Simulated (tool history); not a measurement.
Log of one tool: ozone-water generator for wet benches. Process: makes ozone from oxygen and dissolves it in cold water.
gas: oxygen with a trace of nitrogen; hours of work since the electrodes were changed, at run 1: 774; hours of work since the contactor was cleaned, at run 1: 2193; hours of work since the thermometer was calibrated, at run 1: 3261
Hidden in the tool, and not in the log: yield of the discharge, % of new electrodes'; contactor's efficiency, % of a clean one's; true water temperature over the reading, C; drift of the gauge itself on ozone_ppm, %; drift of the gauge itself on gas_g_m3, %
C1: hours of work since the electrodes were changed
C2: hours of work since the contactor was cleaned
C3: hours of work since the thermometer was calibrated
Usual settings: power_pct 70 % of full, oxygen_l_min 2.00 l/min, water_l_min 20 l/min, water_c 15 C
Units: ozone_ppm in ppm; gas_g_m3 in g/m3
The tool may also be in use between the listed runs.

run 1 day=0.000 | power_pct=70 oxygen_l_min=2.00 water_l_min=20 water_c=15 | C1=774 C2=2193 C3=3261 | ozone_ppm=16.5 gas_g_m3=248.9
run 2 day=0.854 | power_pct=70 oxygen_l_min=2.00 water_l_min=20 water_c=15 | C1=787 C2=2206 C3=3275 | ozone_ppm=16.9 gas_g_m3=247.8
run 3 day=2.450 | power_pct=70 oxygen_l_min=2.00 water_l_min=20 water_c=15 | C1=813 C2=2232 C3=3301 | ozone_ppm=16.6 gas_g_m3=249.3
run 4 day=4.212 | power_pct=70 oxygen_l_min=2.00 water_l_min=20 water_c=15 | C1=841 C2=2260 C3=3329 | ozone_ppm=16.6 gas_g_m3=250.9
run 5 day=5.979 | power_pct=70 oxygen_l_min=2.00 water_l_min=20 water_c=15 | C1=869 C2=2288 C3=3357 | ozone_ppm=16.8 gas_g_m3=250.5
run 6 day=7.342 | power_pct=70 oxygen_l_min=2.00 water_l_min=20 water_c=15 | C1=891 C2=2310 C3=3379 | ozone_ppm=17.0 gas_g_m3=248.4
run 7 day=8.150 | power_pct=70 oxygen_l_min=2.00 water_l_min=20 water_c=15 | C1=904 C2=2323 C3=3391 | ozone_ppm=16.7 gas_g_m3=249.7
run 8 day=9.412 | power_pct=70 oxygen_l_min=2.00 water_l_min=20 water_c=15 | C1=924 C2=2343 C3=3412 | ozone_ppm=16.8 gas_g_m3=250.6
run 9 day=10.462 | power_pct=70 oxygen_l_min=2.00 water_l_min=20 water_c=15 | C1=941 C2=2360 C3=3428 | ozone_ppm=16.8 gas_g_m3=249.0
run 10 day=11.762 | power_pct=70 oxygen_l_min=2.00 water_l_min=20 water_c=15 | C1=961 C2=2380 C3=3449 | ozone_ppm=16.6 gas_g_m3=248.4
run 11 day=13.292 | power_pct=81 oxygen_l_min=2.00 water_l_min=20 water_c=15 | C1=986 C2=2405 C3=3474 | ozone_ppm=18.3 gas_g_m3=275.2
run 12 day=14.775 | power_pct=81 oxygen_l_min=2.00 water_l_min=20 water_c=15 | C1=1010 C2=2428 C3=3497 | ozone_ppm=18.5 gas_g_m3=273.7
run 13 day=15.792 | power_pct=70 oxygen_l_min=2.00 water_l_min=20 water_c=15 | C1=1026 C2=2445 C3=3513 | ozone_ppm=16.5 gas_g_m3=246.7
run 14 day=17.354 | power_pct=52 oxygen_l_min=3.35 water_l_min=18 water_c=14 | C1=1051 C2=2470 C3=3538 | ozone_ppm=17.8 gas_g_m3=163.3
run 15 day=18.304 | power_pct=55 oxygen_l_min=1.93 water_l_min=27 water_c=14 | C1=1066 C2=2485 C3=3554 | ozone_ppm=10.2 gas_g_m3=209.3
run 16 day=19.121 | power_pct=55 oxygen_l_min=3.36 water_l_min=27 water_c=20 | C1=1079 C2=2498 C3=3567 | ozone_ppm=12.5 gas_g_m3=168.5
run 17 day=20.279 | power_pct=55 oxygen_l_min=3.36 water_l_min=27 water_c=20 | C1=1097 C2=2516 C3=3585 | ozone_ppm=12.4 gas_g_m3=168.4
run 18 day=21.642 | power_pct=55 oxygen_l_min=3.36 water_l_min=27 water_c=20 | C1=1119 C2=2538 C3=3607 | ozone_ppm=12.2 gas_g_m3=169.4
run 19 day=23.467 | power_pct=70 oxygen_l_min=2.41 water_l_min=16 water_c=17 | C1=1148 C2=2567 C3=3636 | ozone_ppm=20.9 gas_g_m3=228.5
run 20 day=24.471 | power_pct=80 oxygen_l_min=1.27 water_l_min=16 water_c=17 | C1=1164 C2=2583 C3=3652 | ozone_ppm=18.6 gas_g_m3=324.6
run 21 day=25.321 | power_pct=80 oxygen_l_min=1.27 water_l_min=16 water_c=17 | C1=1178 C2=2597 C3=3665 | ozone_ppm=18.7 gas_g_m3=324.0
run 22 day=26.925 | power_pct=79 oxygen_l_min=3.55 water_l_min=20 water_c=15 | C1=1203 C2=2622 C3=3691 | ozone_ppm=21.7 gas_g_m3=214.8
run 23 day=28.517 | power_pct=79 oxygen_l_min=3.55 water_l_min=20 water_c=15 | C1=1229 C2=2648 C3=3717 | ozone_ppm=21.9 gas_g_m3=213.0
run 24 day=30.454 | power_pct=91 oxygen_l_min=1.11 water_l_min=20 water_c=8 | C1=1260 C2=2679 C3=3747 | ozone_ppm=16.1 gas_g_m3=371.9
run 25 day=32.425 | power_pct=48 oxygen_l_min=1.58 water_l_min=13 water_c=20 | C1=1291 C2=2710 C3=3779 | ozone_ppm=16.4 gas_g_m3=204.6
-- day=32.954 gauge calibrated
run 26 day=34.108 | power_pct=48 oxygen_l_min=1.58 water_l_min=13 water_c=20 | C1=1318 C2=2737 C3=3806 | ozone_ppm=16.4 gas_g_m3=210.4

Forecast each of these 5 alternatives for the next run:
run A day=34.988 | power_pct=70 oxygen_l_min=2.66 water_l_min=25 water_c=15 | C1=1332 C2=2751 C3=3820 | ozone_ppm=? gas_g_m3=?
run B day=34.988 | power_pct=67 oxygen_l_min=1.58 water_l_min=13 water_c=13 | C1=1332 C2=2751 C3=3820 | ozone_ppm=? gas_g_m3=?
run C day=34.988 | power_pct=48 oxygen_l_min=1.04 water_l_min=23 water_c=20 | C1=1332 C2=2751 C3=3820 | ozone_ppm=? gas_g_m3=?
run D day=34.988 | power_pct=48 oxygen_l_min=1.58 water_l_min=13 water_c=9 | C1=1332 C2=2751 C3=3820 | ozone_ppm=? gas_g_m3=?
run E day=34.988 | power_pct=72 oxygen_l_min=2.00 water_l_min=16 water_c=17 | C1=1332 C2=2751 C3=3820 | ozone_ppm=? gas_g_m3=?

run=A ozone_ppm=15.1 gas_g_m3=225.2
run=B ozone_ppm=22.4 gas_g_m3=267.8
run=C ozone_ppm=8.1 gas_g_m3=247.8
run=D ozone_ppm=18.1 gas_g_m3=207.9
run=E ozone_ppm=20.4 gas_g_m3=256.3
Without the tool's hidden state the same runs would have given:
run=A ozone_ppm=15.1 gas_g_m3=225.6
run=B ozone_ppm=22.4 gas_g_m3=268.3
run=C ozone_ppm=8.1 gas_g_m3=248.3
run=D ozone_ppm=18.1 gas_g_m3=208.3
run=E ozone_ppm=20.4 gas_g_m3=256.8
